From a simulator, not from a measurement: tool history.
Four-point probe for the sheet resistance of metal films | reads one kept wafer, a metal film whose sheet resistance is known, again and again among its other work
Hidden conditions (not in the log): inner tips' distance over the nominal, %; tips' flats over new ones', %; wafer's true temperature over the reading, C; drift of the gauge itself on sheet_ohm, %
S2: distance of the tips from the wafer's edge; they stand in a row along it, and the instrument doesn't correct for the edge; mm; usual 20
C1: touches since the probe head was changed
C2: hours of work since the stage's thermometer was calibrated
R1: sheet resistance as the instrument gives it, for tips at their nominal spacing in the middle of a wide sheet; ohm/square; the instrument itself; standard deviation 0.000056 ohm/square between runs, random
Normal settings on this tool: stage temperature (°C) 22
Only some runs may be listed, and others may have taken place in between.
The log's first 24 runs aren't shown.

{"run": 25, "hour": 2459.2, "stage temperature (°C)": 34, "S2": 17, "C1": 91468, "C2": 1917, "R1": 0.278747}
{"run": 26, "hour": 2573.2, "stage temperature (°C)": 19, "S2": 4, "C1": 96156, "C2": 1978, "R1": 0.283017}
{"run": 27, "hour": 2717.5, "stage temperature (°C)": 20, "S2": 56, "C1": 102091, "C2": 2055, "R1": 0.280435}
{"run": 28, "hour": 2777.8, "stage temperature (°C)": 20, "S2": 56, "C1": 104571, "C2": 2087, "R1": 0.280476}
{"run": 29, "hour": 2869.9, "stage temperature (°C)": 32, "S2": 56, "C1": 108355, "C2": 2137, "R1": 0.278917}
{"run": 30, "hour": 2992.2, "stage temperature (°C)": 27, "S2": 34, "C1": 113385, "C2": 2202, "R1": 0.27953}
{"run": 31, "hour": 3090.6, "stage temperature (°C)": 22, "S2": 69, "C1": 117433, "C2": 2255, "R1": 0.280173}
{"run": 32, "hour": 3197.4, "stage temperature (°C)": 22, "S2": 69, "C1": 121824, "C2": 2312, "R1": 0.280254}
{"hour": 3272.9, "done": "stage's thermometer calibrated"}
{"run": 33, "hour": 3293.4, "stage temperature (°C)": 28, "S2": 3, "C1": 125753, "C2": 11, "R1": 0.283612}

Each row is a separate what-if for the run after 33, all from the same tool condition, not one after another. Results?
{"run": "A", "hour": 3395.5, "stage temperature (°C)": 34, "S2": 20, "C1": 129950, "C2": 66, "R1": "?"}
{"run": "B", "hour": 3395.5, "stage temperature (°C)": 23, "S2": 20, "C1": 129950, "C2": 66, "R1": "?"}
{"run": "C", "hour": 3395.5, "stage temperature (°C)": 21, "S2": 19, "C1": 129950, "C2": 66, "R1": "?"}
{"run": "D", "hour": 3395.5, "stage temperature (°C)": 28, "S2": 34, "C1": 129950, "C2": 66, "R1": "?"}
{"run": "E", "hour": 3395.5, "stage temperature (°C)": 35, "S2": 20, "C1": 129950, "C2": 66, "R1": "?"}

run=A R1=0.278662
run=B R1=0.280164
run=C R1=0.280391
run=D R1=0.279480
run=E R1=0.278641
Stripped of hidden state, with their random variation kept, the same runs would have yielded:
run=A R1=0.278690
run=B R1=0.280192
run=C R1=0.280419
run=D R1=0.279508
run=E R1=0.278669
